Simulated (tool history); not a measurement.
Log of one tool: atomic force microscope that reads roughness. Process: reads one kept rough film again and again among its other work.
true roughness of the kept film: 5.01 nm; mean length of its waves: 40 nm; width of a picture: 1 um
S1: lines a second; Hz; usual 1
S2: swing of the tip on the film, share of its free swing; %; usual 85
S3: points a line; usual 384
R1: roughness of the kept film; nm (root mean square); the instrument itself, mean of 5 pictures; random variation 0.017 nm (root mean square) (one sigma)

Run 1, hour 0: usual settings. Result: R1 4.035 nm (root mean square).
Run 2, hour 16.4: usual settings. Result: R1 3.935 nm (root mean square).
Run 3, hour 29.2: usual settings. Result: R1 3.89 nm (root mean square).
Run 4, hour 46.2: usual settings. Result: R1 3.779 nm (root mean square).
Run 5, hour 63.9: usual settings. Result: R1 3.705 nm (root mean square).
Run 6, hour 77.1: usual settings. Result: R1 3.654 nm (root mean square).
Run 7, hour 93.5: usual settings. Result: R1 3.557 nm (root mean square).
Run 8, hour 112.6: usual settings. Result: R1 4.143 nm (root mean square).
Run 9, hour 131.4: usual settings but S1 2.13 Hz. Result: R1 3.65 nm (root mean square).
Run 10, hour 148.8: usual settings but S1 2.13 Hz. Result: R1 3.539 nm (root mean square).
Run 11, hour 167.6: usual settings but S1 2.13 Hz. Result: R1 3.44 nm (root mean square).
Run 12, hour 184.8: usual settings but S1 2.13 Hz, S3 922. Result: R1 3.377 nm (root mean square).
Run 13, hour 203: usual settings but S1 2.13 Hz, S3 922. Result: R1 3.307 nm (root mean square).
Run 14, hour 220.2: usual settings but S2 77 %. Result: R1 3.667 nm (root mean square).
Run 15, hour 236.9: usual settings but S2 77 %. Result: R1 4.31 nm (root mean square).
Run 16, hour 246.9: usual settings. Result: R1 4.114 nm (root mean square).
Run 17, hour 265.3: usual settings but S1 1.14 Hz. Result: R1 3.928 nm (root mean square).
Run 18, hour 277.3: usual settings. Result: R1 3.916 nm (root mean square).
Run 19, hour 292.6: usual settings but S1 0.77 Hz. Result: R1 3.922 nm (root mean square).
Run 20, hour 308.5: usual settings but S1 0.77 Hz. Result: R1 3.849 nm (root mean square).
Run 21, hour 323.1: usual settings but S1 1.69 Hz. Result: R1 3.464 nm (root mean square).
Run 22, hour 330.9: usual settings but S1 0.57 Hz. Result: R1 3.814 nm (root mean square).
Run 23, hour 349.3: usual settings but S1 0.57 Hz, S3 599. Result: R1 3.724 nm (root mean square).
Run 24, hour 368.4: usual settings but S1 0.57 Hz, S3 599. Result: R1 4.377 nm (root mean square).
Run 25, hour 386.9: usual settings. Result: R1 4.059 nm (root mean square).
Run 26, hour 399.1: usual settings but S3 952. Result: R1 4.002 nm (root mean square).
Run 27, hour 412.6: usual settings but S3 952. Result: R1 3.944 nm (root mean square).
Run 28, hour 422.9: usual settings but S1 1.21 Hz, S2 79 %. Result: R1 3.909 nm (root mean square).
Run 29, hour 434.9: usual settings but S1 1.24 Hz, S2 73 %. Result: R1 3.919 nm (root mean square).
Run 30, hour 448.5: usual settings but S1 1.24 Hz, S2 73 %. Result: R1 3.849 nm (root mean square).
Run 31, hour 458: usual settings but S1 0.54 Hz, S2 60 %. Result: R1 4.013 nm (root mean square).
Run 32, hour 472.9: usual settings but S2 79 %, S3 655. Result: R1 3.711 nm (root mean square).
Run 33, hour 485.1: usual settings but S2 79 %, S3 655. Result: R1 4.369 nm (root mean square).
Run 34, hour 500.6: usual settings but S2 79 %, S3 655. Result: R1 4.237 nm (root mean square).
Run 35, hour 508.5: usual settings but S2 76 %. Result: R1 4.203 nm (root mean square).
Run 36, hour 519.3: usual settings but S2 76 %. Result: R1 4.202 nm (root mean square).
Run 37, hour 533.1: usual settings but S1 0.8 Hz, S2 82 %, S3 993. Result: R1 4.065 nm (root mean square).
Run 38, hour 552.1: usual settings but S1 0.91 Hz, S2 61 %. Result: R1 4.162 nm (root mean square).
Run 39, hour 568.2: usual settings but S1 0.91 Hz, S2 61 %. Result: R1 4.055 nm (root mean square).
Run 40, hour 581: usual settings but S1 0.82 Hz, S2 55 %, S3 279. Result: R1 4.017 nm (root mean square).
Run 41, hour 592.4: usual settings but S1 0.73 Hz, S2 69 %. Result: R1 3.894 nm (root mean square).
Run 42, hour 602.4: usual settings but S1 0.73 Hz, S2 69 %. Result: R1 3.839 nm (root mean square).
Run 43, hour 613.8: usual settings but S1 0.73 Hz, S2 69 %. Result: R1 4.538 nm (root mean square).
Run 44, hour 632.7: usual settings but S1 2.89 Hz, S2 59 %, S3 300. Result: R1 4.247 nm (root mean square).
Run 45, hour 642.5: usual settings but S2 76 %. Result: R1 4.227 nm (root mean square).
Run 46, hour 653.7: usual settings but S1 2.16 Hz, S2 62 %, S3 702. Result: R1 4.164 nm (root mean square).
Run 47, hour 662.3: usual settings but S1 2.16 Hz, S2 62 %, S3 702. Result: R1 4.111 nm (root mean square).
Run 48, hour 673: usual settings but S1 1.75 Hz, S2 71 %, S3 727. Result: R1 3.973 nm (root mean square).
Run 49, hour 682.9: usual settings but S1 1.75 Hz, S2 71 %, S3 727. Result: R1 3.914 nm (root mean square).
Run 50, hour 693: usual settings but S1 1.75 Hz, S2 71 %, S3 727. Result: R1 3.855 nm (root mean square).
Run 51, hour 703.6: usual settings but S1 1.75 Hz, S2 71 %, S3 727. Result: R1 3.801 nm (root mean square).
Run 52, hour 717.3: usual settings but S1 1.75 Hz, S2 71 %, S3 727. Result: R1 3.739 nm (root mean square).
Run 53, hour 725.2: usual settings but S1 3.09 Hz, S2 71 %, S3 803. Result: R1 3.447 nm (root mean square).

Taken out of this log: 5 entries between the listed runs. Where each belongs, and how the hidden state differs across it:
Between runs 7 and 8: new tip fitted (hour 95.3)
  radius of the tip, nm: 21.8 -> 7.7; height scale over the true one, %: 0.63 -> 0.65
  measured less the result without the state, R1: -0.667 -> -0.102 nm (root mean square)
Between runs 14 and 15: new tip fitted (hour 224.5)
  radius of the tip, nm: 21.8 -> 7.1; height scale over the true one, %: 0.74 -> 0.75
  measured less the result without the state, R1: -0.686 -> -0.073 nm (root mean square)
Between runs 23 and 24: new tip fitted (hour 352.7)
  radius of the tip, nm: 22.1 -> 7.1; height scale over the true one, %: 0.85 -> 0.87
  measured less the result without the state, R1: -0.702 -> -0.069 nm (root mean square)
Between runs 32 and 33: new tip fitted (hour 481.5)
  radius of the tip, nm: 21 -> 6; height scale over the true one, %: 0.96 -> 0.97
  measured less the result without the state, R1: -0.651 -> -0.006 nm (root mean square)
Between runs 42 and 43: new tip fitted (hour 610)
  radius of the tip, nm: 21.7 -> 5.8; height scale over the true one, %: 1.08 -> 1.09
  measured less the result without the state, R1: -0.696 -> +0.008 nm (root mean square)
